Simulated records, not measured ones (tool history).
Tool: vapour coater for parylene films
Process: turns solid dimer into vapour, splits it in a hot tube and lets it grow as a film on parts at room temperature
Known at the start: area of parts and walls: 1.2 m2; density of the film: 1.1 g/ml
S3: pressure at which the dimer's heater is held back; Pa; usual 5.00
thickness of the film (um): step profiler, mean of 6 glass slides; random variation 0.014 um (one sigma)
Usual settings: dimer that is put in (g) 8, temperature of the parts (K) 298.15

run 1 hour=0.0 | dimer_that_is_put_in_(g)=8 temperature_of_the_parts_(K)=298.15 S3=5.00 | thickness_of_the_film_(um)=2.97
run 2 hour=15.3 | dimer_that_is_put_in_(g)=8 temperature_of_the_parts_(K)=307.15 S3=5.00 | thickness_of_the_film_(um)=2.49
run 3 hour=32.0 | dimer_that_is_put_in_(g)=12 temperature_of_the_parts_(K)=298.15 S3=5.00 | thickness_of_the_film_(um)=4.40
run 4 hour=41.0 | dimer_that_is_put_in_(g)=12 temperature_of_the_parts_(K)=298.15 S3=5.00 | thickness_of_the_film_(um)=4.44
run 5 hour=49.6 | dimer_that_is_put_in_(g)=8 temperature_of_the_parts_(K)=298.15 S3=5.00 | thickness_of_the_film_(um)=2.95
run 6 hour=58.2 | dimer_that_is_put_in_(g)=8 temperature_of_the_parts_(K)=298.15 S3=5.00 | thickness_of_the_film_(um)=2.96
run 7 hour=75.2 | dimer_that_is_put_in_(g)=8 temperature_of_the_parts_(K)=298.15 S3=5.00 | thickness_of_the_film_(um)=2.93
run 8 hour=86.7 | dimer_that_is_put_in_(g)=8 temperature_of_the_parts_(K)=298.15 S3=5.00 | thickness_of_the_film_(um)=2.93
run 9 hour=96.6 | dimer_that_is_put_in_(g)=8 temperature_of_the_parts_(K)=298.15 S3=5.00 | thickness_of_the_film_(um)=2.93
run 10 hour=106.6 | dimer_that_is_put_in_(g)=8 temperature_of_the_parts_(K)=298.15 S3=5.00 | thickness_of_the_film_(um)=2.92
run 11 hour=124.0 | dimer_that_is_put_in_(g)=8 temperature_of_the_parts_(K)=298.15 S3=4.40 | thickness_of_the_film_(um)=2.97
-- hour=130.5 trap's valve overhauled
run 12 hour=136.1 | dimer_that_is_put_in_(g)=8 temperature_of_the_parts_(K)=298.15 S3=4.40 | thickness_of_the_film_(um)=3.14
run 13 hour=151.6 | dimer_that_is_put_in_(g)=8 temperature_of_the_parts_(K)=298.15 S3=4.40 | thickness_of_the_film_(um)=3.11
run 14 hour=161.9 | dimer_that_is_put_in_(g)=8 temperature_of_the_parts_(K)=298.15 S3=5.00 | thickness_of_the_film_(um)=3.10
run 15 hour=174.0 | dimer_that_is_put_in_(g)=8 temperature_of_the_parts_(K)=298.15 S3=5.00 | thickness_of_the_film_(um)=3.12
-- hour=176.6 table's thermometer calibrated
run 16 hour=188.7 | dimer_that_is_put_in_(g)=8 temperature_of_the_parts_(K)=298.15 S3=5.00 | thickness_of_the_film_(um)=3.11
run 17 hour=205.5 | dimer_that_is_put_in_(g)=8 temperature_of_the_parts_(K)=298.15 S3=2.56 | thickness_of_the_film_(um)=3.23
run 18 hour=221.5 | dimer_that_is_put_in_(g)=8 temperature_of_the_parts_(K)=298.15 S3=2.56 | thickness_of_the_film_(um)=3.24
run 19 hour=231.5 | dimer_that_is_put_in_(g)=8 temperature_of_the_parts_(K)=301.15 S3=5.00 | thickness_of_the_film_(um)=2.89
-- hour=240.5 table's thermometer calibrated, once more
run 20 hour=249.6 | dimer_that_is_put_in_(g)=8 temperature_of_the_parts_(K)=301.15 S3=5.00 | thickness_of_the_film_(um)=2.82
run 21 hour=265.4 | dimer_that_is_put_in_(g)=8 temperature_of_the_parts_(K)=297.15 S3=5.00 | thickness_of_the_film_(um)=3.08
run 22 hour=282.3 | dimer_that_is_put_in_(g)=3 temperature_of_the_parts_(K)=297.15 S3=5.00 | thickness_of_the_film_(um)=1.15
run 23 hour=299.6 | dimer_that_is_put_in_(g)=8 temperature_of_the_parts_(K)=298.15 S3=5.00 | thickness_of_the_film_(um)=3.00
run 24 hour=308.9 | dimer_that_is_put_in_(g)=5 temperature_of_the_parts_(K)=309.15 S3=2.31 | thickness_of_the_film_(um)=1.60
run 25 hour=317.2 | dimer_that_is_put_in_(g)=5 temperature_of_the_parts_(K)=309.15 S3=2.31 | thickness_of_the_film_(um)=1.59
run 26 hour=332.8 | dimer_that_is_put_in_(g)=12 temperature_of_the_parts_(K)=300.15 S3=4.02 | thickness_of_the_film_(um)=4.39
run 27 hour=348.7 | dimer_that_is_put_in_(g)=12 temperature_of_the_parts_(K)=300.15 S3=4.02 | thickness_of_the_film_(um)=4.36
run 28 hour=361.0 | dimer_that_is_put_in_(g)=13 temperature_of_the_parts_(K)=298.15 S3=5.21 | thickness_of_the_film_(um)=4.83
run 29 hour=368.8 | dimer_that_is_put_in_(g)=8 temperature_of_the_parts_(K)=298.15 S3=4.10 | thickness_of_the_film_(um)=3.02
run 30 hour=381.6 | dimer_that_is_put_in_(g)=8 temperature_of_the_parts_(K)=298.15 S3=4.10 | thickness_of_the_film_(um)=3.00
run 31 hour=392.3 | dimer_that_is_put_in_(g)=8 temperature_of_the_parts_(K)=298.15 S3=4.10 | thickness_of_the_film_(um)=3.00
run 32 hour=406.4 | dimer_that_is_put_in_(g)=8 temperature_of_the_parts_(K)=292.15 S3=4.26 | thickness_of_the_film_(um)=3.35
run 33 hour=423.6 | dimer_that_is_put_in_(g)=13 temperature_of_the_parts_(K)=292.15 S3=3.35 | thickness_of_the_film_(um)=5.53
run 34 hour=436.4 | dimer_that_is_put_in_(g)=8 temperature_of_the_parts_(K)=301.15 S3=3.27 | thickness_of_the_film_(um)=2.86
run 35 hour=452.3 | dimer_that_is_put_in_(g)=8 temperature_of_the_parts_(K)=301.15 S3=3.27 | thickness_of_the_film_(um)=2.85
run 36 hour=462.5 | dimer_that_is_put_in_(g)=4 temperature_of_the_parts_(K)=291.15 S3=4.58 | thickness_of_the_film_(um)=1.69
run 37 hour=475.4 | dimer_that_is_put_in_(g)=4 temperature_of_the_parts_(K)=291.15 S3=4.58 | thickness_of_the_film_(um)=1.68
run 38 hour=487.2 | dimer_that_is_put_in_(g)=4 temperature_of_the_parts_(K)=291.15 S3=4.58 | thickness_of_the_film_(um)=1.67
run 39 hour=501.8 | dimer_that_is_put_in_(g)=5 temperature_of_the_parts_(K)=301.15 S3=5.97 | thickness_of_the_film_(um)=1.72
run 40 hour=516.6 | dimer_that_is_put_in_(g)=5 temperature_of_the_parts_(K)=301.15 S3=5.97 | thickness_of_the_film_(um)=1.70
run 41 hour=533.2 | dimer_that_is_put_in_(g)=5 temperature_of_the_parts_(K)=301.15 S3=5.97 | thickness_of_the_film_(um)=1.70
run 42 hour=549.2 | dimer_that_is_put_in_(g)=7 temperature_of_the_parts_(K)=292.15 S3=7.92 | thickness_of_the_film_(um)=2.76
run 43 hour=564.3 | dimer_that_is_put_in_(g)=8 temperature_of_the_parts_(K)=300.15 S3=2.07 | thickness_of_the_film_(um)=2.97
-- hour=573.0 trap's valve overhauled
run 44 hour=583.6 | dimer_that_is_put_in_(g)=8 temperature_of_the_parts_(K)=299.15 S3=2.46 | thickness_of_the_film_(um)=3.19
run 45 hour=591.4 | dimer_that_is_put_in_(g)=7 temperature_of_the_parts_(K)=307.15 S3=2.32 | thickness_of_the_film_(um)=2.37
run 46 hour=604.4 | dimer_that_is_put_in_(g)=13 temperature_of_the_parts_(K)=297.15 S3=5.00 | thickness_of_the_film_(um)=5.11

Some steps in thickness of the film (um) between neighbouring runs. How much of each would the tool show without its hidden state too (settings, what came in, random variation), and how much is left for the hidden state, with any gauge scatter that isn't in both results?
The hidden state here: vapour lost through the trap's worn valve, %; true temperature of the parts over the reading, C; drift of the gauge itself on film_um, %.
Run 11 -> 12: trap's valve overhauled. thickness of the film (um) +0.17: hidden state +0.19, all else -0.02.
Run 25 -> 26: dimer that is put in (g) 5 -> 12, temperature of the parts (K) 309.15 -> 300.15, S3 2.31 -> 4.02. thickness of the film (um) +2.80: hidden state -0.10, all else +2.90.
Run 32 -> 33: dimer that is put in (g) 8 -> 13, S3 4.26 -> 3.35. thickness of the film (um) +2.18: hidden state -0.11, all else +2.29.
Run 33 -> 34: dimer that is put in (g) 13 -> 8, temperature of the parts (K) 292.15 -> 301.15, S3 3.35 -> 3.27. thickness of the film (um) -2.67: hidden state +0.11, all else -2.78.
Run 43 -> 44: temperature of the parts (K) 300.15 -> 299.15, S3 2.07 -> 2.46, trap's valve overhauled. thickness of the film (um) +0.22: hidden state +0.18, all else +0.04.
Run 45 -> 46: dimer that is put in (g) 7 -> 13, temperature of the parts (K) 307.15 -> 297.15, S3 2.32 -> 5.00. thickness of the film (um) +2.74: hidden state -0.02, all else +2.76.
